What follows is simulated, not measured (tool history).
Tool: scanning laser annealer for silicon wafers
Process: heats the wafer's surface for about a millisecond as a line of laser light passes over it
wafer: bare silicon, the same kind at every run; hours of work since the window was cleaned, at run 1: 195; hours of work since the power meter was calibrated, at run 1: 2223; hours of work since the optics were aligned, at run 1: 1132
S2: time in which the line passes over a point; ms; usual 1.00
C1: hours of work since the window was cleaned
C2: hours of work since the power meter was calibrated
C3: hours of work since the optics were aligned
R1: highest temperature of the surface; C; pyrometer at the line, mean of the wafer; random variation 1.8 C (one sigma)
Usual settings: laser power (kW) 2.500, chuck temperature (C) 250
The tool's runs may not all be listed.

run 1 hour=0.0 | laser_power_(kW)=2.500 S2=1.00 chuck_temperature_(C)=250 | C1=195 C2=2223 C3=1132 | R1=1051
run 2 hour=63.7 | laser_power_(kW)=2.500 S2=1.00 chuck_temperature_(C)=250 | C1=244 C2=2272 C3=1180 | R1=1046
run 3 hour=136.3 | laser_power_(kW)=2.500 S2=1.00 chuck_temperature_(C)=250 | C1=299 C2=2327 C3=1235 | R1=1044
run 4 hour=208.3 | laser_power_(kW)=2.500 S2=0.80 chuck_temperature_(C)=250 | C1=353 C2=2381 C3=1290 | R1=944
run 5 hour=253.3 | laser_power_(kW)=2.500 S2=0.80 chuck_temperature_(C)=250 | C1=388 C2=2415 C3=1324 | R1=941
-- hour=314.4 window over the wafer cleaned
run 6 hour=329.3 | laser_power_(kW)=2.500 S2=0.80 chuck_temperature_(C)=250 | C1=11 C2=2472 C3=1380 | R1=961
run 7 hour=402.9 | laser_power_(kW)=2.500 S2=1.00 chuck_temperature_(C)=250 | C1=67 C2=2528 C3=1436 | R1=1056
run 8 hour=459.8 | laser_power_(kW)=2.500 S2=1.00 chuck_temperature_(C)=250 | C1=110 C2=2571 C3=1479 | R1=1053
run 9 hour=527.7 | laser_power_(kW)=2.500 S2=1.00 chuck_temperature_(C)=250 | C1=162 C2=2622 C3=1531 | R1=1048
run 10 hour=562.6 | laser_power_(kW)=2.500 S2=1.00 chuck_temperature_(C)=250 | C1=188 C2=2649 C3=1558 | R1=1048
-- hour=597.9 optics aligned, line set to its width
run 11 hour=607.9 | laser_power_(kW)=2.500 S2=1.00 chuck_temperature_(C)=250 | C1=219 C2=2679 C3=8 | R1=1050
run 12 hour=642.7 | laser_power_(kW)=2.500 S2=1.00 chuck_temperature_(C)=250 | C1=245 C2=2706 C3=34 | R1=1043
run 13 hour=706.8 | laser_power_(kW)=2.500 S2=1.00 chuck_temperature_(C)=236 | C1=294 C2=2754 C3=83 | R1=1032
run 14 hour=764.2 | laser_power_(kW)=2.500 S2=1.00 chuck_temperature_(C)=236 | C1=338 C2=2798 C3=126 | R1=1027
run 15 hour=823.8 | laser_power_(kW)=2.500 S2=1.00 chuck_temperature_(C)=236 | C1=383 C2=2843 C3=171 | R1=1022
-- hour=888.3 window over the wafer cleaned
run 16 hour=904.9 | laser_power_(kW)=2.500 S2=1.00 chuck_temperature_(C)=250 | C1=13 C2=2903 C3=231 | R1=1062
run 17 hour=979.8 | laser_power_(kW)=2.500 S2=1.00 chuck_temperature_(C)=250 | C1=69 C2=2960 C3=288 | R1=1053
run 18 hour=1023.7 | laser_power_(kW)=2.500 S2=1.00 chuck_temperature_(C)=250 | C1=103 C2=2993 C3=322 | R1=1056
run 19 hour=1063.6 | laser_power_(kW)=2.500 S2=1.00 chuck_temperature_(C)=250 | C1=133 C2=3024 C3=352 | R1=1052
run 20 hour=1105.3 | laser_power_(kW)=2.560 S2=0.72 chuck_temperature_(C)=219 | C1=165 C2=3055 C3=384 | R1=898
run 21 hour=1142.7 | laser_power_(kW)=2.428 S2=1.24 chuck_temperature_(C)=250 | C1=193 C2=3084 C3=412 | R1=1125
run 22 hour=1196.4 | laser_power_(kW)=2.504 S2=1.00 chuck_temperature_(C)=223 | C1=234 C2=3124 C3=453 | R1=1023
run 23 hour=1248.2 | laser_power_(kW)=2.500 S2=0.93 chuck_temperature_(C)=286 | C1=273 C2=3164 C3=492 | R1=1045
run 24 hour=1304.5 | laser_power_(kW)=2.357 S2=1.05 chuck_temperature_(C)=285 | C1=316 C2=3207 C3=535 | R1=1049
run 25 hour=1371.1 | laser_power_(kW)=2.357 S2=1.05 chuck_temperature_(C)=285 | C1=366 C2=3257 C3=585 | R1=1046
run 26 hour=1437.5 | laser_power_(kW)=2.712 S2=0.79 chuck_temperature_(C)=260 | C1=417 C2=3308 C3=636 | R1=1001
-- hour=1457.1 window over the wafer cleaned
run 27 hour=1509.7 | laser_power_(kW)=2.125 S2=1.14 chuck_temperature_(C)=214 | C1=40 C2=3361 C3=689 | R1=949
run 28 hour=1566.8 | laser_power_(kW)=2.125 S2=0.96 chuck_temperature_(C)=265 | C1=83 C2=3404 C3=732 | R1=926
run 29 hour=1635.3 | laser_power_(kW)=2.134 S2=0.94 chuck_temperature_(C)=250 | C1=135 C2=3456 C3=784 | R1=904
run 30 hour=1711.8 | laser_power_(kW)=2.134 S2=0.94 chuck_temperature_(C)=250 | C1=193 C2=3514 C3=842 | R1=903
run 31 hour=1754.9 | laser_power_(kW)=2.532 S2=0.88 chuck_temperature_(C)=280 | C1=226 C2=3547 C3=875 | R1=1028
run 32 hour=1794.9 | laser_power_(kW)=2.381 S2=0.96 chuck_temperature_(C)=228 | C1=256 C2=3577 C3=905 | R1=963
run 33 hour=1874.0 | laser_power_(kW)=2.420 S2=0.85 chuck_temperature_(C)=272 | C1=316 C2=3637 C3=966 | R1=965
run 34 hour=1946.7 | laser_power_(kW)=2.420 S2=0.85 chuck_temperature_(C)=272 | C1=372 C2=3692 C3=1021 | R1=960
run 35 hour=1988.0 | laser_power_(kW)=2.420 S2=0.85 chuck_temperature_(C)=272 | C1=403 C2=3724 C3=1052 | R1=959
-- hour=2025.2 window over the wafer cleaned
run 36 hour=2049.9 | laser_power_(kW)=2.177 S2=0.79 chuck_temperature_(C)=220 | C1=19 C2=3769 C3=1098 | R1=828
run 37 hour=2094.4 | laser_power_(kW)=2.177 S2=0.79 chuck_temperature_(C)=220 | C1=53 C2=3803 C3=1131 | R1=826
run 38 hour=2141.9 | laser_power_(kW)=2.177 S2=0.79 chuck_temperature_(C)=220 | C1=89 C2=3839 C3=1167 | R1=824

Measured less the same run without the tool's hidden state. The same run-to-run variation is in both; the gauge's scatter may not be:
The hidden state here: light that passes the window, % of a clean one's; laser's true power over the reading, %; width of the line over the set one, %; drift of the gauge itself on peak_c, C.
run=1 R1=-25
run=2 R1=-28
run=3 R1=-33
run=4 R1=-32
run=5 R1=-34
run=6 R1=-13
run=7 R1=-20
run=8 R1=-23
run=9 R1=-26
run=10 R1=-28
run=11 R1=-25
run=12 R1=-28
run=13 R1=-32
run=14 R1=-35
run=15 R1=-38
run=16 R1=-13
run=17 R1=-17
run=18 R1=-20
run=19 R1=-23
run=20 R1=-21
run=21 R1=-29
run=22 R1=-30
run=23 R1=-31
run=24 R1=-35
run=25 R1=-38
run=26 R1=-41
run=27 R1=-17
run=28 R1=-18
run=29 R1=-21
run=30 R1=-24
run=31 R1=-30
run=32 R1=-32
run=33 R1=-34
run=34 R1=-37
run=35 R1=-39
run=36 R1=-15
run=37 R1=-17
run=38 R1=-19

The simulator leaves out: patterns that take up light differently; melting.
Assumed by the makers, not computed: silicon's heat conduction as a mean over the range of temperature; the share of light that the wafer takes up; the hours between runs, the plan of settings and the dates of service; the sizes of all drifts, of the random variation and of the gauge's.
